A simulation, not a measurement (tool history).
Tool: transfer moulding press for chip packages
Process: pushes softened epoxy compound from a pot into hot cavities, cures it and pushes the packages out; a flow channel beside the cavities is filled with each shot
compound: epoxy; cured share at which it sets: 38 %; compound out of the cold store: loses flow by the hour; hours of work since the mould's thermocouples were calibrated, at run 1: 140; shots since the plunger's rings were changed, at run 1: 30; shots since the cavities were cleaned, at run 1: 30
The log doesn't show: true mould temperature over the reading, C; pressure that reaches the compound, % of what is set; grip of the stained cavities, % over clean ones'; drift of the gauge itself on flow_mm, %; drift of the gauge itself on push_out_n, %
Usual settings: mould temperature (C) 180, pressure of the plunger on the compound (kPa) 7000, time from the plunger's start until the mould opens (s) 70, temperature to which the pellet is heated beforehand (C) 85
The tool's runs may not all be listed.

run,hour,mould temperature (C),pressure of the plunger on the compound (kPa),time from the plunger's start until the mould opens (s),temperature to which the pellet is heated beforehand (C),hours of work since the mould's thermocouples were calibrated,shots since the plunger's rings were changed,shots since the cavities were cleaned,incoming compound's hours out of the cold store,length that the compound runs in the flow channel (mm),greatest force on the pins that push the packages out (N)
1,0,180,7000,70,85,140,30,30,29.6,674,492
2,35.6,180,7000,70,85,156,377,377,38.8,658,647
3,70.2,180,7000,70,85,171,715,715,23.6,684,776
# hour 101.8: cavities cleaned with cleaning compound and waxed
4,111.5,180,7000,70,85,189,1103,94,31.7,668,516
5,167,180,7000,70,85,214,1644,635,42.7,646,709
# hour 207.5: cavities cleaned with cleaning compound and waxed
6,213.2,180,7000,70,85,234,2081,56,41.9,642,501
7,257.9,180,7000,70,85,254,2516,491,26.4,665,702
# hour 272.5: plunger's sealing rings changed
8,307,180,7000,70,85,275,336,946,30.9,675,830
# hour 317: cavities cleaned with cleaning compound and waxed
9,337.9,180,7000,70,85,289,623,204,17.9,695,580
10,372.5,180,7000,70,85,304,961,542,30.4,671,728
# hour 421.6: cavities cleaned with cleaning compound and waxed
11,423.5,183,7000,107,92,327,1443,18,15.7,690,346
12,463,183,7000,107,92,344,1829,404,34.4,652,515
13,514.8,183,7000,53,84,368,2334,909,10.7,693,1488
# hour 530: cavities cleaned with cleaning compound and waxed
# hour 549.9: plunger's sealing rings changed
14,566.9,175,7000,95,91,389,165,335,40.8,660,496
15,601.9,186,7000,95,93,405,507,677,33.6,660,578
# hour 637.2: cavities cleaned with cleaning compound and waxed
16,651.8,186,7000,95,93,427,979,143,40.7,645,408
17,682.6,186,7000,95,93,441,1279,443,30.6,660,507
18,711.9,179,8790,70,85,454,1565,729,17.5,775,831
# hour 743.3: cavities cleaned with cleaning compound and waxed
19,744.6,185,8170,59,89,468,1869,12,28.9,713,494

4 ways to go on from here, each from the tool as it stands after run 19. What would each give?
A,778.6,185,6640,64,88,483,2201,344,28.9,?,?
B,778.6,184,8170,59,89,483,2201,344,11.1,?,?
C,778.6,183,7000,70,81,483,2201,344,9,?,?
D,778.6,185,5790,62,78,483,2201,344,12,?,?

run,length that the compound runs in the flow channel (mm),greatest force on the pins that push the packages out (N)
A,640,595
B,745,773
C,699,569
D,625,682
Without the tool's hidden state the same runs would have given:
run,length that the compound runs in the flow channel (mm),greatest force on the pins that push the packages out (N)
A,655,429
B,763,566
C,715,409
D,639,496
